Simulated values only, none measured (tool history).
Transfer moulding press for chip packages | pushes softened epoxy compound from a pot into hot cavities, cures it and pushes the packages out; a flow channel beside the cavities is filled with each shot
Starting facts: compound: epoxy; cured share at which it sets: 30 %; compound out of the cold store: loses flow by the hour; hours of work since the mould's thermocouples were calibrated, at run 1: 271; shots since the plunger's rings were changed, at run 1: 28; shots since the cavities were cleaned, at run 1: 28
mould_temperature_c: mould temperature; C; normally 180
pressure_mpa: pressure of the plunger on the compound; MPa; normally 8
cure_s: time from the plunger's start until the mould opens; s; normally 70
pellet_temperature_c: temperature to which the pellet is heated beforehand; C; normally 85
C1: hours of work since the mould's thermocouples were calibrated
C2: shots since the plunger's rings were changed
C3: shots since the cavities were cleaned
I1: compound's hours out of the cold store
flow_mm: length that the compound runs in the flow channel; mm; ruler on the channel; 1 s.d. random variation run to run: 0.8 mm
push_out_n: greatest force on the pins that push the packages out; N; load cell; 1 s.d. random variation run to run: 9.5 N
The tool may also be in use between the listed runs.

{"run": 1, "hour": 0.0, "mould_temperature_c": 180, "pressure_mpa": 8, "cure_s": 70, "pellet_temperature_c": 85, "C1": 271, "C2": 28, "C3": 28, "I1": 46.5, "flow_mm": 486.4, "push_out_n": 432}
{"run": 2, "hour": 49.5, "mould_temperature_c": 180, "pressure_mpa": 8, "cure_s": 70, "pellet_temperature_c": 85, "C1": 293, "C2": 578, "C3": 578, "I1": 10, "flow_mm": 568.1, "push_out_n": 617}
{"hour": 87.0, "done": "mould's thermocouples calibrated"}
{"hour": 94.5, "done": "cavities cleaned with cleaning compound and waxed"}
{"run": 3, "hour": 96.1, "mould_temperature_c": 180, "pressure_mpa": 8, "cure_s": 70, "pellet_temperature_c": 85, "C1": 3, "C2": 1057, "C3": 18, "I1": 40.4, "flow_mm": 494.6, "push_out_n": 404}
{"run": 4, "hour": 151.7, "mould_temperature_c": 180, "pressure_mpa": 8, "cure_s": 60, "pellet_temperature_c": 85, "C1": 28, "C2": 1676, "C3": 637, "I1": 33.7, "flow_mm": 506.2, "push_out_n": 841}
{"hour": 189.7, "done": "cavities cleaned with cleaning compound and waxed"}
{"run": 5, "hour": 199.3, "mould_temperature_c": 180, "pressure_mpa": 8, "cure_s": 60, "pellet_temperature_c": 85, "C1": 48, "C2": 2188, "C3": 107, "I1": 28, "flow_mm": 516.2, "push_out_n": 671}
{"hour": 246.8, "done": "plunger's sealing rings changed"}
{"run": 6, "hour": 254.2, "mould_temperature_c": 180, "pressure_mpa": 8, "cure_s": 60, "pellet_temperature_c": 85, "C1": 71, "C2": 82, "C3": 690, "I1": 22.9, "flow_mm": 540.5, "push_out_n": 903}
{"hour": 287.8, "done": "cavities cleaned with cleaning compound and waxed"}
{"run": 7, "hour": 346.5, "mould_temperature_c": 180, "pressure_mpa": 8, "cure_s": 60, "pellet_temperature_c": 85, "C1": 111, "C2": 1091, "C3": 653, "I1": 47.4, "flow_mm": 480, "push_out_n": 801}
{"hour": 382.1, "done": "cavities cleaned with cleaning compound and waxed"}
{"run": 8, "hour": 438.9, "mould_temperature_c": 180, "pressure_mpa": 6.9, "cure_s": 70, "pellet_temperature_c": 85, "C1": 151, "C2": 2101, "C3": 631, "I1": 37, "flow_mm": 463.3, "push_out_n": 540}
{"hour": 476.6, "done": "cavities cleaned with cleaning compound and waxed"}
{"hour": 489.8, "done": "plunger's sealing rings changed"}
{"hour": 501.8, "done": "mould's thermocouples calibrated, once more"}
{"run": 9, "hour": 517.4, "mould_temperature_c": 180, "pressure_mpa": 8.54, "cure_s": 70, "pellet_temperature_c": 85, "C1": 7, "C2": 284, "C3": 403, "I1": 42.7, "flow_mm": 511.5, "push_out_n": 547}
{"hour": 577.7, "done": "cavities cleaned with cleaning compound and waxed"}
{"run": 10, "hour": 601.3, "mould_temperature_c": 180, "pressure_mpa": 8, "cure_s": 71, "pellet_temperature_c": 85, "C1": 43, "C2": 1201, "C3": 263, "I1": 13.1, "flow_mm": 559.4, "push_out_n": 537}
{"hour": 674.2, "done": "cavities cleaned with cleaning compound and waxed"}
{"run": 11, "hour": 693.8, "mould_temperature_c": 180, "pressure_mpa": 8, "cure_s": 71, "pellet_temperature_c": 85, "C1": 83, "C2": 2213, "C3": 218, "I1": 22.5, "flow_mm": 530.8, "push_out_n": 508}
{"hour": 734.7, "done": "plunger's sealing rings changed"}
{"hour": 773.3, "done": "cavities cleaned with cleaning compound and waxed"}
{"run": 12, "hour": 779.8, "mould_temperature_c": 180, "pressure_mpa": 8, "cure_s": 71, "pellet_temperature_c": 85, "C1": 119, "C2": 485, "C3": 72, "I1": 12.6, "flow_mm": 564.2, "push_out_n": 487}
{"hour": 866.3, "done": "cavities cleaned with cleaning compound and waxed"}
{"run": 13, "hour": 875.5, "mould_temperature_c": 180, "pressure_mpa": 8, "cure_s": 71, "pellet_temperature_c": 85, "C1": 160, "C2": 1532, "C3": 102, "I1": 41.5, "flow_mm": 491.4, "push_out_n": 433}
{"run": 14, "hour": 929.4, "mould_temperature_c": 180, "pressure_mpa": 8, "cure_s": 71, "pellet_temperature_c": 85, "C1": 184, "C2": 2132, "C3": 702, "I1": 41.3, "flow_mm": 489.3, "push_out_n": 576}
{"hour": 960.3, "done": "cavities cleaned with cleaning compound and waxed"}
{"hour": 976.8, "done": "plunger's sealing rings changed"}
{"run": 15, "hour": 990.8, "mould_temperature_c": 180, "pressure_mpa": 7.55, "cure_s": 60, "pellet_temperature_c": 77, "C1": 209, "C2": 155, "C3": 311, "I1": 44, "flow_mm": 480.2, "push_out_n": 831}
{"hour": 1058.2, "done": "cavities cleaned with cleaning compound and waxed"}
{"run": 16, "hour": 1065.3, "mould_temperature_c": 180, "pressure_mpa": 8, "cure_s": 56, "pellet_temperature_c": 89, "C1": 241, "C2": 966, "C3": 78, "I1": 44, "flow_mm": 488.9, "push_out_n": 805}
{"run": 17, "hour": 1145.6, "mould_temperature_c": 184, "pressure_mpa": 6.51, "cure_s": 74, "pellet_temperature_c": 79, "C1": 276, "C2": 1859, "C3": 971, "I1": 8.5, "flow_mm": 507, "push_out_n": 511}
{"hour": 1152.7, "done": "cavities cleaned with cleaning compound and waxed"}
{"hour": 1219.5, "done": "plunger's sealing rings changed"}
{"hour": 1230.7, "done": "mould's thermocouples calibrated"}
{"run": 18, "hour": 1242.9, "mould_temperature_c": 184, "pressure_mpa": 9.65, "cure_s": 72, "pellet_temperature_c": 83, "C1": 5, "C2": 238, "C3": 954, "I1": 41.7, "flow_mm": 541.8, "push_out_n": 505}
{"hour": 1251.7, "done": "cavities cleaned with cleaning compound and waxed"}
{"run": 19, "hour": 1294.0, "mould_temperature_c": 180, "pressure_mpa": 9.29, "cure_s": 70, "pellet_temperature_c": 85, "C1": 27, "C2": 789, "C3": 470, "I1": 14.9, "flow_mm": 599.4, "push_out_n": 633}
{"run": 20, "hour": 1339.2, "mould_temperature_c": 180, "pressure_mpa": 9.29, "cure_s": 70, "pellet_temperature_c": 85, "C1": 47, "C2": 1292, "C3": 973, "I1": 37.7, "flow_mm": 539.8, "push_out_n": 653}
{"hour": 1345.6, "done": "cavities cleaned with cleaning compound and waxed"}
{"run": 21, "hour": 1390.0, "mould_temperature_c": 177, "pressure_mpa": 9.29, "cure_s": 99, "pellet_temperature_c": 85, "C1": 69, "C2": 1840, "C3": 493, "I1": 41.2, "flow_mm": 534.6, "push_out_n": 379}
{"hour": 1444.1, "done": "cavities cleaned with cleaning compound and waxed"}
{"run": 22, "hour": 1450.6, "mould_temperature_c": 182, "pressure_mpa": 6.65, "cure_s": 106, "pellet_temperature_c": 86, "C1": 95, "C2": 2497, "C3": 73, "I1": 47.1, "flow_mm": 431.8, "push_out_n": 269}
{"hour": 1468.4, "done": "plunger's sealing rings changed"}
{"hour": 1539.3, "done": "cavities cleaned with cleaning compound and waxed"}
{"run": 23, "hour": 1551.4, "mould_temperature_c": 181, "pressure_mpa": 6.42, "cure_s": 97, "pellet_temperature_c": 85, "C1": 137, "C2": 906, "C3": 134, "I1": 24.7, "flow_mm": 474.9, "push_out_n": 291}
{"run": 24, "hour": 1626.4, "mould_temperature_c": 181, "pressure_mpa": 6.42, "cure_s": 97, "pellet_temperature_c": 85, "C1": 170, "C2": 1740, "C3": 968, "I1": 22.7, "flow_mm": 474.3, "push_out_n": 410}
{"hour": 1634.8, "done": "cavities cleaned with cleaning compound and waxed"}
{"run": 25, "hour": 1702.2, "mould_temperature_c": 180, "pressure_mpa": 8, "cure_s": 65, "pellet_temperature_c": 77, "C1": 203, "C2": 2566, "C3": 749, "I1": 47.8, "flow_mm": 473.2, "push_out_n": 744}
{"hour": 1712.8, "done": "plunger's sealing rings changed"}
{"hour": 1731.5, "done": "cavities cleaned with cleaning compound and waxed"}
{"run": 26, "hour": 1782.0, "mould_temperature_c": 180, "pressure_mpa": 8, "cure_s": 65, "pellet_temperature_c": 77, "C1": 236, "C2": 752, "C3": 561, "I1": 17.9, "flow_mm": 550.2, "push_out_n": 822}

4 ways to go on from here, each from the tool as it stands after run 26. What would each give?
{"hour": 1827.0, "done": "cavities cleaned with cleaning compound and waxed"}
{"run": "A", "hour": 1844.8, "mould_temperature_c": 179, "pressure_mpa": 8, "cure_s": 65, "pellet_temperature_c": 77, "C1": 263, "C2": 1434, "C3": 197, "I1": 23.2, "flow_mm": "?", "push_out_n": "?"}
{"hour": 1827.0, "done": "cavities cleaned with cleaning compound and waxed"}
{"run": "B", "hour": 1844.8, "mould_temperature_c": 180, "pressure_mpa": 6.03, "cure_s": 65, "pellet_temperature_c": 77, "C1": 263, "C2": 1434, "C3": 197, "I1": 26.8, "flow_mm": "?", "push_out_n": "?"}
{"hour": 1827.0, "done": "cavities cleaned with cleaning compound and waxed"}
{"run": "C", "hour": 1844.8, "mould_temperature_c": 180, "pressure_mpa": 6.45, "cure_s": 65, "pellet_temperature_c": 77, "C1": 263, "C2": 1434, "C3": 197, "I1": 41.4, "flow_mm": "?", "push_out_n": "?"}
{"hour": 1827.0, "done": "cavities cleaned with cleaning compound and waxed"}
{"run": "D", "hour": 1844.8, "mould_temperature_c": 180, "pressure_mpa": 9.98, "cure_s": 104, "pellet_temperature_c": 93, "C1": 263, "C2": 1434, "C3": 197, "I1": 41.6, "flow_mm": "?", "push_out_n": "?"}

run=A flow_mm=536.5 push_out_n=721
run=B flow_mm=456.6 push_out_n=661
run=C flow_mm=441.3 push_out_n=627
run=D flow_mm=548.6 push_out_n=300
Without the tool's unlogged condition, the same runs would have read:
run=A flow_mm=544.3 push_out_n=613
run=B flow_mm=463.2 push_out_n=562
run=C flow_mm=447.7 push_out_n=533
run=D flow_mm=556.5 push_out_n=255

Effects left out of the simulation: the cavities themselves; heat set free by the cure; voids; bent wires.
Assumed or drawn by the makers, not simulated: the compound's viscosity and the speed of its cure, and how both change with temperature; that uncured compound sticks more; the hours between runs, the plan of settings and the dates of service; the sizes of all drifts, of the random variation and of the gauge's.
